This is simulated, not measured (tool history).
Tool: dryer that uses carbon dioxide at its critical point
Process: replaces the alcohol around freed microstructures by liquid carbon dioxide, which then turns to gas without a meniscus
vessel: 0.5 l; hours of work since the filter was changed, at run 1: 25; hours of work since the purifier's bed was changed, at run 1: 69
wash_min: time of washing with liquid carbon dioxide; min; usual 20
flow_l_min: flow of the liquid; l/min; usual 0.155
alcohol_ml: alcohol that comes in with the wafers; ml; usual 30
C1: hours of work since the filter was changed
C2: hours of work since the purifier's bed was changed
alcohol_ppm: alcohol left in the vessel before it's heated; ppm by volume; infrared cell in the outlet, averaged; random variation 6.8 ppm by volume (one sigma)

run 1 hour=0.0 | wash_min=20 flow_l_min=0.155 alcohol_ml=30 | C1=25 C2=69 | alcohol_ppm=339
run 2 hour=7.6 | wash_min=20 flow_l_min=0.155 alcohol_ml=30 | C1=30 C2=75 | alcohol_ppm=339
run 3 hour=18.7 | wash_min=20 flow_l_min=0.155 alcohol_ml=30 | C1=37 C2=82 | alcohol_ppm=364
run 4 hour=31.2 | wash_min=20 flow_l_min=0.155 alcohol_ml=31 | C1=46 C2=90 | alcohol_ppm=378
run 5 hour=43.8 | wash_min=15 flow_l_min=0.155 alcohol_ml=30 | C1=54 C2=99 | alcohol_ppm=1317
run 6 hour=52.4 | wash_min=15 flow_l_min=0.155 alcohol_ml=30 | C1=60 C2=105 | alcohol_ppm=1381
run 7 hour=60.0 | wash_min=25 flow_l_min=0.155 alcohol_ml=30 | C1=65 C2=110 | alcohol_ppm=118
run 8 hour=68.5 | wash_min=20 flow_l_min=0.139 alcohol_ml=30 | C1=71 C2=116 | alcohol_ppm=659
run 9 hour=75.3 | wash_min=20 flow_l_min=0.155 alcohol_ml=30 | C1=76 C2=120 | alcohol_ppm=410
run 10 hour=86.0 | wash_min=21 flow_l_min=0.155 alcohol_ml=30 | C1=83 C2=128 | alcohol_ppm=336
run 11 hour=96.7 | wash_min=21 flow_l_min=0.155 alcohol_ml=30 | C1=90 C2=135 | alcohol_ppm=343
run 12 hour=109.7 | wash_min=21 flow_l_min=0.255 alcohol_ml=30 | C1=99 C2=144 | alcohol_ppm=19
run 13 hour=117.8 | wash_min=21 flow_l_min=0.255 alcohol_ml=30 | C1=105 C2=149 | alcohol_ppm=30
run 14 hour=126.1 | wash_min=21 flow_l_min=0.255 alcohol_ml=30 | C1=110 C2=155 | alcohol_ppm=22
run 15 hour=138.2 | wash_min=20 flow_l_min=0.155 alcohol_ml=30 | C1=118 C2=163 | alcohol_ppm=475
run 16 hour=145.1 | wash_min=20 flow_l_min=0.155 alcohol_ml=30 | C1=123 C2=168 | alcohol_ppm=476
run 17 hour=157.8 | wash_min=20 flow_l_min=0.116 alcohol_ml=30 | C1=132 C2=176 | alcohol_ppm=1636
run 18 hour=167.6 | wash_min=20 flow_l_min=0.116 alcohol_ml=30 | C1=138 C2=183 | alcohol_ppm=1717
run 19 hour=174.1 | wash_min=20 flow_l_min=0.116 alcohol_ml=30 | C1=143 C2=187 | alcohol_ppm=1666
run 20 hour=182.8 | wash_min=29 flow_l_min=0.116 alcohol_ml=30 | C1=149 C2=193 | alcohol_ppm=355
run 21 hour=193.4 | wash_min=20 flow_l_min=0.155 alcohol_ml=30 | C1=156 C2=201 | alcohol_ppm=552
run 22 hour=199.7 | wash_min=20 flow_l_min=0.155 alcohol_ml=30 | C1=160 C2=205 | alcohol_ppm=568
run 23 hour=211.9 | wash_min=20 flow_l_min=0.155 alcohol_ml=30 | C1=168 C2=213 | alcohol_ppm=574
run 24 hour=218.2 | wash_min=29 flow_l_min=0.161 alcohol_ml=40 | C1=173 C2=217 | alcohol_ppm=92
run 25 hour=231.4 | wash_min=14 flow_l_min=0.222 alcohol_ml=106 | C1=182 C2=226 | alcohol_ppm=2146
run 26 hour=239.5 | wash_min=14 flow_l_min=0.222 alcohol_ml=106 | C1=187 C2=232 | alcohol_ppm=2156
run 27 hour=245.1 | wash_min=14 flow_l_min=0.222 alcohol_ml=106 | C1=191 C2=236 | alcohol_ppm=2242
run 28 hour=257.0 | wash_min=17 flow_l_min=0.222 alcohol_ml=51 | C1=199 C2=244 | alcohol_ppm=419
-- hour=259.2 inlet filter changed
run 29 hour=267.8 | wash_min=17 flow_l_min=0.105 alcohol_ml=97 | C1=6 C2=250 | alcohol_ppm=9437
run 30 hour=276.4 | wash_min=26 flow_l_min=0.140 alcohol_ml=40 | C1=12 C2=256 | alcohol_ppm=198
run 31 hour=289.1 | wash_min=26 flow_l_min=0.140 alcohol_ml=40 | C1=20 C2=265 | alcohol_ppm=191
run 32 hour=296.2 | wash_min=20 flow_l_min=0.167 alcohol_ml=30 | C1=25 C2=270 | alcohol_ppm=242
run 33 hour=302.9 | wash_min=20 flow_l_min=0.155 alcohol_ml=83 | C1=30 C2=274 | alcohol_ppm=1000
run 34 hour=314.4 | wash_min=23 flow_l_min=0.159 alcohol_ml=33 | C1=37 C2=282 | alcohol_ppm=168
run 35 hour=322.3 | wash_min=23 flow_l_min=0.159 alcohol_ml=33 | C1=43 C2=287 | alcohol_ppm=194
run 36 hour=328.6 | wash_min=23 flow_l_min=0.206 alcohol_ml=37 | C1=47 C2=291 | alcohol_ppm=42
run 37 hour=334.7 | wash_min=22 flow_l_min=0.257 alcohol_ml=73 | C1=51 C2=296 | alcohol_ppm=33
run 38 hour=347.8 | wash_min=31 flow_l_min=0.173 alcohol_ml=39 | C1=60 C2=305 | alcohol_ppm=33
run 39 hour=357.3 | wash_min=13 flow_l_min=0.167 alcohol_ml=22 | C1=66 C2=311 | alcohol_ppm=1351
run 40 hour=363.0 | wash_min=13 flow_l_min=0.113 alcohol_ml=33 | C1=70 C2=315 | alcohol_ppm=5999
run 41 hour=373.2 | wash_min=15 flow_l_min=0.188 alcohol_ml=30 | C1=77 C2=322 | alcohol_ppm=678
run 42 hour=386.3 | wash_min=23 flow_l_min=0.103 alcohol_ml=40 | C1=86 C2=331 | alcohol_ppm=1900

Hidden state at the last listed run before each entry between runs and at the first one after, where it differs:
Between runs 28 and 29: inlet filter changed (hour 259.2)
  flow that reaches the vessel past the clogged filter, %: 85.9 -> 98.8; alcohol in the recycled carbon dioxide, ppm: 15.4 -> 15.7
  measured less the result without the state, alcohol_ppm: +253 -> +347 ppm by volume
